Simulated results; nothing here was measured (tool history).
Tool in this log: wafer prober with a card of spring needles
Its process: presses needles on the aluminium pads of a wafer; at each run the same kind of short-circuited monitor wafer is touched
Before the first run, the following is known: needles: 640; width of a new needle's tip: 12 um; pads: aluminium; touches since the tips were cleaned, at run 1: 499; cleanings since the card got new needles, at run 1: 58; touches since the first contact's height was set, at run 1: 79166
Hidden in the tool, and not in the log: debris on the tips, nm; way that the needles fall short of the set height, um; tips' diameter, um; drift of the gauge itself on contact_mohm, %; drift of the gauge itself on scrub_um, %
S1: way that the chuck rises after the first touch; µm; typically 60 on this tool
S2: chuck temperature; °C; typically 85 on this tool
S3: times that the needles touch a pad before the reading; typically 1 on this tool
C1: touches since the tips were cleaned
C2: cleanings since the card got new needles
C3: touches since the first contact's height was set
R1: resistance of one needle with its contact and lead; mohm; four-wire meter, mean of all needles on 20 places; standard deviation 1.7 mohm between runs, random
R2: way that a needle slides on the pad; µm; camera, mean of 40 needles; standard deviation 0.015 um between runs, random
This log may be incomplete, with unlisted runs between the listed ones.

run	hour	S1	S2	S3	C1	C2	C3	R1	R2
1	0	60	85	1	499	58	79166	167	8.72
# hour 9: tips cleaned on abrasive film
2	16.2	60	85	1	2907	59	85691	169	8.69
# hour 19.3: tips cleaned on abrasive film
3	26.8	60	85	1	3019	60	89940	166	8.72
# hour 29.7: tips cleaned on abrasive film
# hour 40.2: tips cleaned on abrasive film
4	41.6	60	85	1	570	62	95868	168	8.71
# hour 51.3: tips cleaned on abrasive film
# hour 53.8: height of the first contact set anew
5	53.8	60	85	1	911	63	0	168	8.73
# hour 61.5: tips cleaned on abrasive film
6	66.6	60	85	1	2062	64	5138	167	8.72
# hour 71.9: tips cleaned on abrasive film
7	77	60	85	1	2060	65	9301	166	8.73
# hour 82.3: tips cleaned on abrasive film
# hour 93.6: tips cleaned on abrasive film
8	95.9	64	85	1	927	67	16901	168	9.29
# hour 104.2: tips cleaned on abrasive film
9	107.7	64	85	1	1418	68	21651	168	9.29
# hour 114.8: tips cleaned on abrasive film
10	119.8	64	85	1	2055	69	26521	170	9.29
# hour 126.1: tips cleaned on abrasive film
11	131.4	52	96	1	2163	70	31167	173	7.55
# hour 136.2: tips cleaned on abrasive film
# hour 146.3: tips cleaned on abrasive film
12	152.9	52	96	1	2663	72	39810	172	7.56
# hour 157.2: tips cleaned on abrasive film
# hour 168.8: tips cleaned on abrasive film
13	172.9	43	45	1	1652	74	47811	163	6.26
# hour 179.6: tips cleaned on abrasive film
# hour 190.1: tips cleaned on abrasive film
14	190.7	60	50	1	224	76	54964	164	8.68

Alternative continuations, all from the tool just after run 14; predict every row:
# hour 200.4: tips cleaned on abrasive film
# hour 211: tips cleaned on abrasive film
A	212.4	60	34	1	589	78	63697	?	?
# hour 200.4: tips cleaned on abrasive film
# hour 211: tips cleaned on abrasive film
B	212.4	60	50	1	589	78	63697	?	?
# hour 200.4: tips cleaned on abrasive film
# hour 211: tips cleaned on abrasive film
C	212.4	60	85	2	589	78	63697	?	?

run	R1	R2
A	156	8.71
B	163	8.71
C	169	8.69
The same runs, with their run-to-run variation unchanged, on a tool lacking any hidden condition would have given:
run	R1	R2
A	156	8.71
B	163	8.71
C	169	8.69
